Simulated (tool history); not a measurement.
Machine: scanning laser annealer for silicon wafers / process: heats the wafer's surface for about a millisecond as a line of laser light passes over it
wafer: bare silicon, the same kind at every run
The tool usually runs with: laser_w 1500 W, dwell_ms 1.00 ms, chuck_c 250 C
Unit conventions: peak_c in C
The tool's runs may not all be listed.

run,hour,laser_w,dwell_ms,chuck_c,peak_c
1,0.0,1500,1.00,250,989
2,32.5,1500,1.00,250,991
3,48.7,1500,1.00,250,987
4,71.4,1495,1.00,250,985
5,100.7,1500,1.00,274,1013
6,117.2,1500,1.00,274,1011
7,135.3,1500,1.00,274,1008
8,152.6,1500,1.00,274,1008
9,173.6,1500,1.00,274,1004
10,194.3,1500,1.00,274,1008
11,217.8,1500,1.00,250,981
12,241.0,1586,1.00,250,1028
13,257.2,1586,1.00,250,1027
14,280.8,1500,1.00,245,976
15,306.7,1500,1.00,245,977
16,330.1,1500,1.00,245,974
17,350.4,1500,0.72,250,853
18,366.7,1500,1.00,250,976
# hour 380.4: optics aligned, line set to its width
19,387.6,1500,1.00,250,987
20,415.3,1500,1.00,250,986
21,440.4,1474,1.13,250,1026
22,462.6,1401,1.05,221,923
23,493.0,1451,0.79,228,847
24,513.3,1451,0.79,228,843
25,545.9,1451,0.75,228,829
26,578.9,1451,0.75,228,824
27,607.2,1613,1.24,219,1114
28,633.2,1613,1.24,219,1110
29,651.1,1613,1.24,219,1113
30,668.4,1613,1.24,239,1135
31,693.5,1636,0.74,265,937
32,723.0,1552,0.73,222,849
33,740.1,1602,0.83,243,944
34,769.8,1591,1.00,288,1060
35,798.4,1351,1.00,288,937
36,813.6,1528,1.09,288,1061
37,836.3,1528,1.07,258,1023
38,854.6,1528,1.07,258,1019
39,871.2,1528,1.07,258,1023
40,891.6,1528,1.07,258,1025

Pick out some run-to-run changes in peak_c. Of each, how much would a tool without hidden state show as well, from the settings, what came in and chance, and how much is left for the hidden state and any gauge scatter not in both results compared?
Hidden conditions of the tool in this case: light that passes the window, % of a clean one's; laser's true power over the reading, %; width of the line over the set one, %; drift of the gauge itself on peak_c, C.
Run 18 -> 19: optics aligned, line set to its width. peak_c +11 C: hidden state +9, all else +2.
Run 26 -> 27: laser_w 1451 -> 1613, dwell_ms 0.75 -> 1.24, chuck_c 228 -> 219. peak_c +290 C: hidden state -13, all else +303.
Run 30 -> 31: laser_w 1613 -> 1636, dwell_ms 1.24 -> 0.74, chuck_c 239 -> 265. peak_c -198 C: hidden state +9, all else -207.
Run 35 -> 36: laser_w 1351 -> 1528, dwell_ms 1.00 -> 1.09. peak_c +124 C: hidden state -8, all else +132.
